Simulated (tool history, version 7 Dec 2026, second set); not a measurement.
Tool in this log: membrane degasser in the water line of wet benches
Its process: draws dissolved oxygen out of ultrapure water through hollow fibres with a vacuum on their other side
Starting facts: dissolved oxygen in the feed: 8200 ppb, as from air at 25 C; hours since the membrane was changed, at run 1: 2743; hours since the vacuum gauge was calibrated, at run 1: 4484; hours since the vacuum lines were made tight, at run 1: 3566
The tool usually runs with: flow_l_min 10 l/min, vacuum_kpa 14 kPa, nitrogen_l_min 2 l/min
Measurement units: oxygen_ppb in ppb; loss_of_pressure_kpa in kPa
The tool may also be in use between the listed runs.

run      day  flow_l_min  vacuum_kpa  nitrogen_l_min  hours since the membrane was changed  hours since the vacuum gauge was calibrated  hours since the vacuum lines were made tight  oxygen_ppb  loss_of_pressure_kpa
  1        0          10          14               2                                  2743                                         4484                                          3566         133                 43.72
  2    7.425          10         9.4               2                                  2921                                         4663                                          3744          79                 43.57
  3   15.279          10         9.4               2                                  3110                                         4851                                          3933        79.2                 43.35
  4   21.442          10         9.4               2                                  3257                                         4999                                          4081        78.6                 43.18
  5   25.362          10          14               2                                  3351                                         5093                                          4175       133.8                 43.66
  6   30.483          10        13.4               2                                  3474                                         5216                                          4298       126.9                 43.91
  7   38.388          10        13.4               2                                  3664                                         5406                                          4487       126.6                 43.96
  8   44.896          10        13.4               2                                  3820                                         5562                                          4644       126.9                 43.76
  9   52.662          10        25.6               2                                  4007                                         5748                                          4830       271.8                 43.69
 10   58.738          10        18.2               2                                  4153                                         5894                                          4976         185                 43.74
 11   66.025          10        18.2               2                                  4327                                         6069                                          5151       184.4                 43.69
 12   72.379           7          14               2                                  4480                                         6221                                          5303        94.4                 30.94
 13   77.862          10          14               2                                  4611                                         6353                                          5435       134.6                 43.86
 14   84.488          10          14               2                                  4771                                         6512                                          5594       134.9                 44.07
 15   90.104          10          14               2                                  4905                                         6647                                          5729       134.3                 43.56
 16   97.204           6         9.2            2.72                                  5076                                         6817                                          5899        34.4                 26.29
     100.621  -- vacuum gauge calibrated
 17  101.667           6         9.2            2.72                                  5182                                           25                                          6006        33.8                 26.33
 18  109.846           6        18.8            0.95                                  5379                                          221                                          6202       236.7                  26.5
 19  116.483          15        22.1            1.49                                  5538                                          381                                          6361       443.4                 66.25
 20  122.833          15        22.1            1.49                                  5690                                          533                                          6514       442.1                 65.89
 21  131.125          15        10.9            1.49                                  5889                                          732                                          6713       192.7                 66.55
 22  139.154          10          14            2.77                                  6082                                          925                                          6905        98.9                 44.27
 23  146.688          10        13.8            5.11                                  6263                                         1106                                          7086        54.7                 44.23
 24  151.588          12        13.8             3.6                                  6380                                         1223                                          7204        93.1                 52.99
     158.483  -- seals of the vacuum lines changed
 25  159.133          13        19.6               2                                  6559                                         1402                                            16         259                 57.59
 26  165.075          11          14            1.71                                  6702                                         1545                                           158       169.8                 48.51
 27  169.292          15          14               2                                  6803                                         1646                                           259       203.3                 66.11

4 options for the next run, each taken on its own from the tool as it stands now. Forecast them:
  A  174.312          10          21             2.8                                  6924                                         1767                                           380           ?                     ?
  B  174.312          12        31.6             4.4                                  6924                                         1767                                           380           ?                     ?
  C  174.312           6          16             0.8                                  6924                                         1767                                           380           ?                     ?
  D  174.312           8          14             1.5                                  6924                                         1767                                           380           ?                     ?

run  oxygen_ppb  loss_of_pressure_kpa
  A       157.5                 44.07
  B       194.2                 53.31
  C       227.1                 26.55
  D       139.3                 35.31
Without the tool's unlogged condition, the same runs would have read:
run  oxygen_ppb  loss_of_pressure_kpa
  A       156.5                 42.75
  B       192.8                 51.73
  C       226.4                 25.76
  D       138.6                 34.25

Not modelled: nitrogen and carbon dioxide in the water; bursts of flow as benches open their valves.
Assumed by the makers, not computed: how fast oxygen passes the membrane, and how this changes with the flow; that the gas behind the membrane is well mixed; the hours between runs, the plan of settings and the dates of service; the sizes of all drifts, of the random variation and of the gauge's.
